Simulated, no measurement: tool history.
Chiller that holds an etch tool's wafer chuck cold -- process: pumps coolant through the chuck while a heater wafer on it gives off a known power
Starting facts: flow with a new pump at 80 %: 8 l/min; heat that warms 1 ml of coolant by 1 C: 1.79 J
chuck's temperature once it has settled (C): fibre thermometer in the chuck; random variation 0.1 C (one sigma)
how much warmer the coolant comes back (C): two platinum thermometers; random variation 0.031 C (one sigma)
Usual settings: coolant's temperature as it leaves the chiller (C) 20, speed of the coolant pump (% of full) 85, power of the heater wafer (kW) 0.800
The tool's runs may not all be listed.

run    hour  coolant's temperature as it leaves the chiller (C)  speed of the coolant pump (% of full)  power of the heater wafer (kW)  chuck's temperature once it has settled (C)  how much warmer the coolant comes back (C)
  1     0.0                                                  20                                     85                           0.800                                         26.9                                        3.16
  2    81.1                                                  20                                     85                           0.800                                         26.9                                        3.18
  3   177.6                                                  20                                     85                           0.800                                         27.0                                        3.18
  4   275.1                                                  20                                     85                           0.800                                         27.0                                        3.21
  5   333.1                                                  20                                     85                           0.871                                         27.5                                        3.51
  6   422.7                                                  20                                     85                           0.800                                         26.8                                        3.22
  7   483.3                                                  20                                     85                           0.800                                         26.9                                        3.23
  8   577.5                                                  20                                     85                           0.800                                         27.0                                        3.30
  9   633.4                                                  20                                     85                           0.800                                         26.8                                        3.32
 10   708.5                                                  20                                     85                           0.403                                         23.4                                        1.70
 11   775.0                                                  20                                     90                           0.800                                         26.5                                        3.06
 12   874.3                                                  20                                     90                           0.800                                         26.7                                        3.11
 13   980.0                                                  20                                     90                           0.800                                         26.6                                        3.15
 14  1058.8                                                  20                                     85                           0.800                                         26.9                                        3.35
 15  1117.1                                                  26                                     85                           0.800                                         32.9                                        3.37
 16  1177.7                                                  20                                     85                           0.800                                         26.9                                        3.39
 17  1277.3                                                  20                                     85                           0.800                                         26.9                                        3.38
 18  1359.1                                                  13                                     98                           0.738                                         18.7                                        2.72
 19  1409.7                                                  13                                     98                           0.738                                         18.5                                        2.71
 20  1514.0                                                  28                                     98                           0.591                                         32.7                                        2.28
     1537.6  -- chiller's thermometer calibrated
 21  1576.7                                                  28                                     98                           0.591                                         32.5                                        2.32
 22  1670.9                                                  28                                     98                           0.591                                         32.6                                        2.35
     1730.1  -- gauge calibrated
 23  1762.3                                                  28                                     98                           0.591                                         32.5                                        2.08
 24  1825.6                                                  19                                     77                           0.644                                         25.0                                        2.81
 25  1871.6                                                  30                                     99                           1.083                                         38.1                                        3.74
 26  1976.5                                                  24                                     61                           1.083                                         36.1                                        5.91
 27  2085.2                                                  24                                     61                           1.083                                         36.3                                        6.03
 28  2158.1                                                  21                                     61                           0.735                                         29.3                                        4.04
 29  2251.7                                                  21                                     61                           0.735                                         29.3                                        4.12
 30  2357.0                                                  14                                     86                           0.850                                         21.5                                        3.46
 31  2457.3                                                  17                                     71                           0.443                                         21.4                                        2.18
 32  2531.2                                                  19                                     71                           0.569                                         24.8                                        2.86
 33  2582.0                                                  19                                     71                           0.569                                         25.0                                        2.81

Alternative continuations, all from the tool just after run 33; predict every row:
  A  2661.6                                                  19                                     90                           0.694                                            ?                                           ?
  B  2661.6                                                  20                                     75                           0.473                                            ?                                           ?
  C  2661.6                                                  26                                     87                           0.471                                            ?                                           ?

run  chuck's temperature once it has settled (C)  how much warmer the coolant comes back (C)
  A                                         24.8                                        2.78
  B                                         24.5                                        2.28
  C                                         29.9                                        1.98
The same runs, with their run-to-run variation unchanged, on a tool lacking any hidden condition would have given:
run  chuck's temperature once it has settled (C)  how much warmer the coolant comes back (C)
  A                                         24.8                                        2.62
  B                                         24.4                                        2.12
  C                                         29.9                                        1.83
